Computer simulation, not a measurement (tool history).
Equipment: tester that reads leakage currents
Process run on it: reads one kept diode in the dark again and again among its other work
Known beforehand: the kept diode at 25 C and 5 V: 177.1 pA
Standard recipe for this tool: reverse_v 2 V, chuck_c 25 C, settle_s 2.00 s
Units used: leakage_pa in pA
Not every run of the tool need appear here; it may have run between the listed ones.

{"run": 1, "hour": 0.0, "reverse_v": 2, "chuck_c": 25, "settle_s": 2.0, "leakage_pa": 134.92}
{"hour": 146.2, "done": "tester calibrated"}
{"run": 2, "hour": 146.6, "reverse_v": 2, "chuck_c": 25, "settle_s": 2.0, "leakage_pa": 135.81}
{"hour": 233.8, "done": "probe card cleaned and baked"}
{"run": 3, "hour": 330.8, "reverse_v": 2, "chuck_c": 25, "settle_s": 3.36, "leakage_pa": 133.49}
{"run": 4, "hour": 434.4, "reverse_v": 2, "chuck_c": 25, "settle_s": 3.36, "leakage_pa": 133.58}
{"run": 5, "hour": 643.6, "reverse_v": 2, "chuck_c": 25, "settle_s": 3.36, "leakage_pa": 133.17}
{"hour": 682.9, "done": "chuck's temperature calibrated"}
{"run": 6, "hour": 807.4, "reverse_v": 2, "chuck_c": 25, "settle_s": 4.81, "leakage_pa": 128.35}
{"run": 7, "hour": 944.1, "reverse_v": 2, "chuck_c": 25, "settle_s": 4.81, "leakage_pa": 127.6}
{"run": 8, "hour": 1100.7, "reverse_v": 2, "chuck_c": 25, "settle_s": 4.81, "leakage_pa": 128.86}
{"run": 9, "hour": 1252.0, "reverse_v": 2, "chuck_c": 25, "settle_s": 4.81, "leakage_pa": 128.77}

Run 10, settings as shown, results not yet in. Your forecast:
{"run": 10, "hour": 1399.9, "reverse_v": 2, "chuck_c": 25, "settle_s": 2.0, "leakage_pa": "?"}

leakage_pa: 129.31 pA
The same run, on a tool lacking any hidden state, would have yielded leakage_pa 127.73 pA.
